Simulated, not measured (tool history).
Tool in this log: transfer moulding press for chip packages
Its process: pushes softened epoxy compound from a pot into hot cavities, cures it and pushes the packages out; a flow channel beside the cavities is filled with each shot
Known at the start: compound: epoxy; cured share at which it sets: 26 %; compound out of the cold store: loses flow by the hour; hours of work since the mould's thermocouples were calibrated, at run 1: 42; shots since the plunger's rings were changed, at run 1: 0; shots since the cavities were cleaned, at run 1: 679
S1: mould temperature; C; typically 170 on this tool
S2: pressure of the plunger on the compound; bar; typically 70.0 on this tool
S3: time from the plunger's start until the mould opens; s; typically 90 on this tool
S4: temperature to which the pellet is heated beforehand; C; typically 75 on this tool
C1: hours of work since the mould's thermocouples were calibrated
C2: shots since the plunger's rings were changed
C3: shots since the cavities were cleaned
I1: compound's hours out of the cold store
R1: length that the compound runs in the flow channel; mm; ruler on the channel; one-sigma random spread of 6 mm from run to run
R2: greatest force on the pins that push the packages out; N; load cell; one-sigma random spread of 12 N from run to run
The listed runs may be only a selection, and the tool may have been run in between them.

run   hour   S1    S2   S3  S4   C1    C2   C3    I1   R1    R2
  1    0.0  170  70.0   90  75   42     0  679  10.5  778  1133
       6.7  -- cavities cleaned with cleaning compound and waxed
  2   13.4  175  70.0   90  75   49   140   79  46.7  581  1113
  3   35.4  170  70.0   90  75   62   401  340  32.2  642  1390
      48.2  -- cavities cleaned with cleaning compound and waxed, once more
  4   55.9  170  70.0   90  75   73   625   91  45.2  598   640
  5   70.9  170  70.0   90  75   82   802  268  31.8  647   789
  6   96.5  170  60.4   90  75   97  1104  570  34.1  594   970
     111.2  -- cavities cleaned with cleaning compound and waxed
  7  117.8  170  70.0   90  84  108  1339   78  45.6  586   606
  8  134.2  170  70.0   90  84  118  1533  272  46.6  573   775
  9  148.3  170  70.0   90  75  126  1699  438  12.6  735  1020
 10  170.6  170  70.0   90  75  139  1963  702  34.2  626  1067
     174.0  -- cavities cleaned with cleaning compound and waxed
 11  193.7  162  70.0   90  75  152  2218  232  36.0  623  1333
 12  211.7  170  70.0   90  80  162  2431  445  19.2  702   894
     237.2  -- cavities cleaned with cleaning compound and waxed
 13  238.1  170  70.0   90  75  177  2725   10  27.8  636   587
 14  259.4  170  70.0   90  75  189  2978  263  30.0  631   796
 15  274.6  170  70.0  129  73  198  3157  442  12.2  722   675
     299.1  -- plunger's sealing rings changed
     302.8  -- cavities cleaned with cleaning compound and waxed
 16  303.6  163  57.0  109  73  213    36   10  26.8  634   614
 17  324.3  163  57.0  109  73  225   281  255  11.6  705   927
 18  338.3  163  57.0  109  73  233   446  420  39.8  559   922
 19  357.2  163  57.0  109  73  244   670  644  19.5  655  1116
     366.2  -- cavities cleaned with cleaning compound and waxed
 20  372.0  178  70.0   96  65  252   826   68   8.6  757   475
 21  386.0  174  55.5   81  72  260   992  234  13.9  656   789
 22  410.9  174  55.5   81  72  274  1286  528  34.2  556   938
 23  422.7  174  81.2   81  66  281  1427  669  19.8  743  1025
     429.6  -- cavities cleaned with cleaning compound and waxed
 24  439.3  171  70.0   90  66  290  1604  114   9.0  756   697
 25  457.1  168  85.9   73  75  300  1814  324  10.5  839  1779
 26  482.0  168  85.9   73  75  315  2109  619  12.6  820  2064
     492.1  -- cavities cleaned with cleaning compound and waxed
 27  501.7  168  85.9   73  75  325  2325  114  28.0  729  1285

How would selected steps in R1 from run to run divide? Give the signed amount a tool lacking its hidden state would still show from settings, what came in and random variation, and the signed amount left for the hidden state, including any gauge scatter that is not in both of the compared results.
Unlogged tool condition in this case: true mould temperature over the reading, C; pressure that reaches the compound, % of what is set; grip of the stained cavities, % over clean ones'; drift of the gauge itself on flow_mm, %; drift of the gauge itself on push_out_n, %.
Run 1 -> 2: S1 170 -> 175, cavities cleaned with cleaning compound and waxed. R1 -197 mm: hidden state +0, all else -197.
Run 8 -> 9: S4 84 -> 75. R1 +162 mm: hidden state -10, all else +172.
Run 15 -> 16: S1 170 -> 163, S2 70.0 -> 57.0, S3 129 -> 109, plunger's sealing rings changed, cavities cleaned with cleaning compound and waxed. R1 -88 mm: hidden state +54, all else -142.
Run 22 -> 23: S2 55.5 -> 81.2, S4 72 -> 66. R1 +187 mm: hidden state -8, all else +195.
